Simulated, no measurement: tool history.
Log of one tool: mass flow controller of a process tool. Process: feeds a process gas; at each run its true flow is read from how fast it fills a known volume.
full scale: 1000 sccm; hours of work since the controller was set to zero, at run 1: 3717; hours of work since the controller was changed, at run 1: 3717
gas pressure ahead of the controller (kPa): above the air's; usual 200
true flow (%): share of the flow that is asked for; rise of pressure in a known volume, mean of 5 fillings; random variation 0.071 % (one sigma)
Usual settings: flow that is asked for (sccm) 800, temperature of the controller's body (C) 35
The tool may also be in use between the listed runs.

| run | day | flow that is asked for (sccm) | gas pressure ahead of the controller (kPa) | temperature of the controller's body (C) | hours of work since the controller was set to zero | hours of work since the controller was changed | true flow (%) |
|---|---|---|---|---|---|---|---|
| 1 | 0.000 | 800 | 200 | 35 | 3717 | 3717 | 101.39 |
| 2 | 4.675 | 800 | 200 | 35 | 3771 | 3771 | 101.34 |
| 3 | 8.629 | 800 | 162 | 35 | 3817 | 3817 | 101.14 |
| 4 | 14.721 | 800 | 162 | 32 | 3888 | 3888 | 100.96 |
| 5 | 18.292 | 800 | 162 | 32 | 3929 | 3929 | 101.02 |
| 6 | 23.133 | 800 | 157 | 32 | 3986 | 3986 | 100.97 |
| 7 | 28.588 | 800 | 274 | 32 | 4049 | 4049 | 101.55 |
| 8 | 36.604 | 105 | 200 | 35 | 4142 | 4142 | 111.78 |
| 9 | 43.121 | 131 | 200 | 35 | 4217 | 4217 | 109.40 |
| 10 | 48.408 | 586 | 200 | 35 | 4279 | 4279 | 101.85 |
| 11 | 52.608 | 586 | 200 | 35 | 4327 | 4327 | 101.80 |
| 12 | 57.292 | 586 | 200 | 35 | 4382 | 4382 | 101.84 |
|  | 65.596 | controller's zero set anew |
| 13 | 65.967 | 800 | 200 | 35 | 4 | 4482 | 99.83 |
| 14 | 71.233 | 800 | 200 | 35 | 65 | 4543 | 99.76 |
| 15 | 78.054 | 469 | 271 | 37 | 144 | 4622 | 99.88 |
| 16 | 84.375 | 223 | 233 | 29 | 218 | 4696 | 99.05 |
| 17 | 91.817 | 223 | 233 | 32 | 304 | 4782 | 99.32 |
| 18 | 98.608 | 377 | 276 | 35 | 383 | 4861 | 99.83 |
| 19 | 104.258 | 800 | 156 | 35 | 448 | 4926 | 99.61 |
| 20 | 109.508 | 149 | 183 | 29 | 509 | 4987 | 99.43 |
| 21 | 116.950 | 149 | 183 | 29 | 596 | 5073 | 99.66 |

Forecast run 22:
| 22 | 122.238 | 149 | 143 | 29 | 657 | 5135 | ? |

{"run 22": {"true flow (%)": 99.52}}
Without the tool's hidden state the same run would have given true flow (%) 98.91.

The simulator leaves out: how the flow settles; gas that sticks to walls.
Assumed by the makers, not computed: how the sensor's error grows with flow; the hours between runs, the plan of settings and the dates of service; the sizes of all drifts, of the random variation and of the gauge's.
